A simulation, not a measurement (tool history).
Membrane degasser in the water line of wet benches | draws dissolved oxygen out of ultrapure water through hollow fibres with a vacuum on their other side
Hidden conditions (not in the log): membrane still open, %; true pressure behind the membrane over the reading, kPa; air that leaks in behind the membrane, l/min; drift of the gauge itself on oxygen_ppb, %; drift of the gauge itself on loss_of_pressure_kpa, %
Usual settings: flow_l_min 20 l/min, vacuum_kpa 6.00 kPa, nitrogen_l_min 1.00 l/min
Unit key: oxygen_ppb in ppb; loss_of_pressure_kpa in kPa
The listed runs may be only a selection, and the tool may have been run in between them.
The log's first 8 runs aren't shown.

| run | hour | flow_l_min | vacuum_kpa | nitrogen_l_min | hours since the membrane was changed | hours since the vacuum gauge was calibrated | hours since the vacuum lines were made tight | oxygen_ppb | loss_of_pressure_kpa |
|---|---|---|---|---|---|---|---|---|---|
| 9 | 242.4 | 20 | 6.00 | 1.59 | 1425 | 2098 | 6137 | 95.8 | 65.71 |
| 10 | 269.8 | 20 | 6.00 | 1.59 | 1452 | 2125 | 6164 | 96.8 | 66.36 |
| 11 | 296.7 | 20 | 6.00 | 1.00 | 1479 | 2152 | 6191 | 139.7 | 66.50 |
| 12 | 330.2 | 20 | 6.00 | 1.00 | 1513 | 2186 | 6225 | 139.9 | 66.10 |
| 13 | 353.4 | 15 | 6.00 | 1.00 | 1536 | 2209 | 6248 | 103.7 | 49.55 |
| 14 | 390.8 | 15 | 6.00 | 1.20 | 1573 | 2246 | 6285 | 89.2 | 49.46 |
| 15 | 412.7 | 20 | 6.00 | 1.00 | 1595 | 2268 | 6307 | 139.1 | 66.60 |
| 16 | 437.0 | 20 | 6.00 | 1.00 | 1619 | 2292 | 6331 | 142.1 | 66.02 |
| 17 | 456.5 | 16 | 6.00 | 1.00 | 1639 | 2312 | 6351 | 111.3 | 52.91 |
| 18 | 475.5 | 18 | 4.93 | 0.89 | 1658 | 2331 | 6370 | 88.3 | 59.62 |
|  | 478.7 | vacuum gauge calibrated |
| 19 | 500.4 | 18 | 4.93 | 0.89 | 1682 | 22 | 6394 | 93.8 | 59.53 |
| 20 | 540.6 | 29 | 8.90 | 1.10 | 1722 | 62 | 6434 | 385.0 | 96.18 |
| 21 | 580.5 | 21 | 6.87 | 1.24 | 1762 | 102 | 6474 | 162.4 | 69.28 |
| 22 | 600.8 | 14 | 6.00 | 0.40 | 1783 | 122 | 6495 | 217.8 | 46.28 |
| 23 | 622.5 | 14 | 6.00 | 0.40 | 1804 | 144 | 6516 | 214.7 | 46.35 |
| 24 | 644.6 | 14 | 6.00 | 2.83 | 1826 | 166 | 6538 | 38.7 | 46.47 |
| 25 | 689.6 | 18 | 13.71 | 0.99 | 1871 | 211 | 6583 | 429.6 | 59.75 |
|  | 707.4 | vacuum gauge calibrated, once more |
| 26 | 720.4 | 22 | 6.94 | 1.00 | 1902 | 13 | 6614 | 194.9 | 73.09 |
| 27 | 765.7 | 14 | 4.52 | 0.49 | 1947 | 58 | 6659 | 82.6 | 46.52 |
| 28 | 802.2 | 20 | 4.52 | 2.05 | 1983 | 95 | 6695 | 41.3 | 66.79 |
| 29 | 830.6 | 20 | 4.52 | 2.05 | 2012 | 123 | 6724 | 41.3 | 66.72 |
| 30 | 867.8 | 20 | 4.52 | 2.05 | 2049 | 160 | 6761 | 41.5 | 66.35 |
| 31 | 896.1 | 28 | 6.00 | 0.87 | 2077 | 189 | 6789 | 236.2 | 93.09 |
| 32 | 937.3 | 27 | 12.96 | 0.65 | 2119 | 230 | 6831 | 783.3 | 89.56 |

Below are 4 alternative next runs, each starting from the tool's condition after run 32. Predict each:
| A | 956.1 | 12 | 9.06 | 0.65 | 2137 | 249 | 6849 | ? | ? |
| B | 956.1 | 21 | 9.08 | 1.00 | 2137 | 249 | 6849 | ? | ? |
| C | 956.1 | 20 | 3.61 | 0.77 | 2137 | 249 | 6849 | ? | ? |
| D | 956.1 | 20 | 6.00 | 1.13 | 2137 | 249 | 6849 | ? | ? |

| run | oxygen_ppb | loss_of_pressure_kpa |
|---|---|---|
| A | 245.7 | 39.90 |
| B | 283.6 | 69.71 |
| C | 34.2 | 66.20 |
| D | 124.3 | 66.05 |
The same runs, with their run-to-run variation unchanged, on a tool lacking any hidden condition would have given:
| run | oxygen_ppb | loss_of_pressure_kpa |
|---|---|---|
| A | 238.0 | 39.31 |
| B | 277.5 | 68.69 |
| C | 31.4 | 65.23 |
| D | 120.4 | 65.08 |
